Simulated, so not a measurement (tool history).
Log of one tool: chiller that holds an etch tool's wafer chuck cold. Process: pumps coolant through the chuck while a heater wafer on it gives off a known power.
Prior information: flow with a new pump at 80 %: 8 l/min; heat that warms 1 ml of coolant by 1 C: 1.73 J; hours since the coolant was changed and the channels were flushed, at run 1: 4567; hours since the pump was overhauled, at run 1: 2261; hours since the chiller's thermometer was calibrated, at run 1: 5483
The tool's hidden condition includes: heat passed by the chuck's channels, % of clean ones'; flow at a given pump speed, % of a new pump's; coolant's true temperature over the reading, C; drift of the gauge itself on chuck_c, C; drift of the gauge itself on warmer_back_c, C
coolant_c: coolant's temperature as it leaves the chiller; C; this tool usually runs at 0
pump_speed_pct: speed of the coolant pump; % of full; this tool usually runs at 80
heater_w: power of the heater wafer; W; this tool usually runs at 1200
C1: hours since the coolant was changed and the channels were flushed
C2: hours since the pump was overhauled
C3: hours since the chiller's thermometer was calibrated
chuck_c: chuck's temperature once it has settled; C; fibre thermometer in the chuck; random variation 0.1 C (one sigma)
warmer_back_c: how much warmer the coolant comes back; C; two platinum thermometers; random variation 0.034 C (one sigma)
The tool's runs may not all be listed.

Run 1, hour 0.0: usual settings; C1 4567; C2 2261; C3 5483. Result: chuck_c 10.2 C, warmer_back_c 5.40 C.
Run 2, hour 106.6: usual settings; C1 4674; C2 2367; C3 5589. Result: chuck_c 10.2 C, warmer_back_c 5.33 C.
At hour 234.4: chiller's thermometer calibrated.
Run 3, hour 261.0: usual settings; C1 4828; C2 2521; C3 27. Result: chuck_c 10.2 C, warmer_back_c 5.34 C.
Run 4, hour 440.8: usual settings; C1 5007; C2 2701; C3 206. Result: chuck_c 10.2 C, warmer_back_c 5.37 C.
Run 5, hour 599.3: usual settings; C1 5166; C2 2859; C3 365. Result: chuck_c 10.2 C, warmer_back_c 5.51 C.
Run 6, hour 692.2: usual settings; C1 5259; C2 2952; C3 458. Result: chuck_c 10.3 C, warmer_back_c 5.47 C.
Run 7, hour 851.0: usual settings; C1 5417; C2 3111; C3 617. Result: chuck_c 10.3 C, warmer_back_c 5.43 C.
Run 8, hour 987.1: usual settings but pump_speed_pct 91 % of full, heater_w 650 W; C1 5554; C2 3247; C3 753. Result: chuck_c 5.1 C, warmer_back_c 2.62 C.
Run 9, hour 1144.0: usual settings but coolant_c -5 C, pump_speed_pct 62 % of full, heater_w 1057 W; C1 5711; C2 3404; C3 910. Result: chuck_c 6.2 C, warmer_back_c 6.38 C.
Run 10, hour 1305.9: usual settings but coolant_c -8 C, pump_speed_pct 75 % of full; C1 5872; C2 3566; C3 1072. Result: chuck_c 3.1 C, warmer_back_c 5.92 C.
Run 11, hour 1445.1: usual settings but coolant_c -8 C, pump_speed_pct 75 % of full; C1 6012; C2 3705; C3 1211. Result: chuck_c 3.1 C, warmer_back_c 5.90 C.
Run 12, hour 1581.4: usual settings but coolant_c -8 C, pump_speed_pct 82 % of full; C1 6148; C2 3841; C3 1347. Result: chuck_c 2.2 C, warmer_back_c 5.39 C.
Run 13, hour 1674.6: usual settings but coolant_c -8 C, pump_speed_pct 82 % of full; C1 6241; C2 3934; C3 1440. Result: chuck_c 2.0 C, warmer_back_c 5.46 C.

Run 14 is up next; what results do you expect?
Run 14, hour 1763.9: usual settings but coolant_c -8 C, pump_speed_pct 82 % of full; C1 6330; C2 4024; C3 1530. Result: chuck_c ?, warmer_back_c ?.

chuck_c: 2.3 C
warmer_back_c: 5.45 C
Were there no unlogged condition in the tool, this run, its random variation unchanged, would have produced chuck_c 1.2 C, warmer_back_c 5.13 C.

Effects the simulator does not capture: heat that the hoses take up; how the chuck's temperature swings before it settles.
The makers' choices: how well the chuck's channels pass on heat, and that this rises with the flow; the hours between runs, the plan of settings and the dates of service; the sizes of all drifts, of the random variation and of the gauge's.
